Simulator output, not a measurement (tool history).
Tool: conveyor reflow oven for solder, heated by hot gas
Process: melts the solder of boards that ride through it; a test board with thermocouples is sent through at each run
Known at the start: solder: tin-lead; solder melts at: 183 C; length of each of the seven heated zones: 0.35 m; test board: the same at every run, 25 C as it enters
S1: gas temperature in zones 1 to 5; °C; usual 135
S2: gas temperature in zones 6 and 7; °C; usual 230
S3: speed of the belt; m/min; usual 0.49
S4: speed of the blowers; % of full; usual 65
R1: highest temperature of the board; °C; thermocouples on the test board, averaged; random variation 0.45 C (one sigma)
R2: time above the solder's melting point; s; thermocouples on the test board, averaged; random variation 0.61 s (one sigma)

run,hour,S1,S2,S3,S4,R1,R2
1,0,135,230,0.49,65,210.1,55
# hour 11: flux residue cleaned out of gas plates and filters
2,64.1,124,230,0.49,65,212.6,54.4
3,99.4,135,230,0.49,59,211.7,58.8
4,164.9,135,230,0.49,54,209.2,54.8
5,219.7,135,230,0.451,65,215.6,68
6,268.8,147,230,0.451,65,217.8,73.9
7,299.2,135,230,0.49,75,216.9,63.8
# hour 336.3: thermocouples of zones 6 and 7 changed
8,358.8,135,230,0.444,75,217.5,71.1
9,397.6,135,230,0.444,75,217.5,71.1
10,449.8,135,230,0.444,75,217,70.7
11,511.3,135,230,0.444,75,217.2,71.1
12,561.6,135,229,0.49,65,210.4,55.6
13,626.4,135,230,0.49,69,212.4,57.1
14,659.1,135,230,0.49,69,212.3,57.7
15,732.5,135,230,0.49,69,211.2,59
# hour 802.2: flux residue cleaned out of gas plates and filters
16,802.4,135,230,0.49,69,214.9,62.7
17,859.4,150,230,0.414,65,220.7,86
18,909.2,130,230,0.49,60,210.4,55.5
19,968.8,122,220,0.586,78,200.7,31.4
20,1037.5,122,220,0.586,78,199.9,32.5
21,1085.1,129,228,0.42,71,216.4,72.7
22,1115.2,129,228,0.42,71,217,71.8
23,1163.8,129,228,0.42,71,216.4,72.9
24,1230.7,129,228,0.42,71,216,71.7
25,1302.3,135,232,0.49,65,214.3,59.6
26,1367.3,135,232,0.49,65,212.5,58.9
27,1402.4,135,229,0.49,76,213.9,61.3
28,1472.8,135,230,0.49,70,213.1,59.2
# hour 1538.4: thermocouples of zones 6 and 7 changed
29,1545,135,230,0.49,70,211.1,58
# hour 1590.7: flux residue cleaned out of gas plates and filters
30,1598.7,147,236,0.487,67,221.4,73

Forecast each of these 3 alternatives for the next run:
A,1651.6,140,230,0.423,65,?,?
B,1651.6,147,238,0.498,58,?,?
C,1651.6,135,238,0.559,65,?,?

run,R1,R2
A,218.4,79.1
B,218.6,69.6
C,214.7,54
Without the tool's hidden state the same runs would have given:
run,R1,R2
A,218.3,77.8
B,218.4,68.4
C,214.6,53
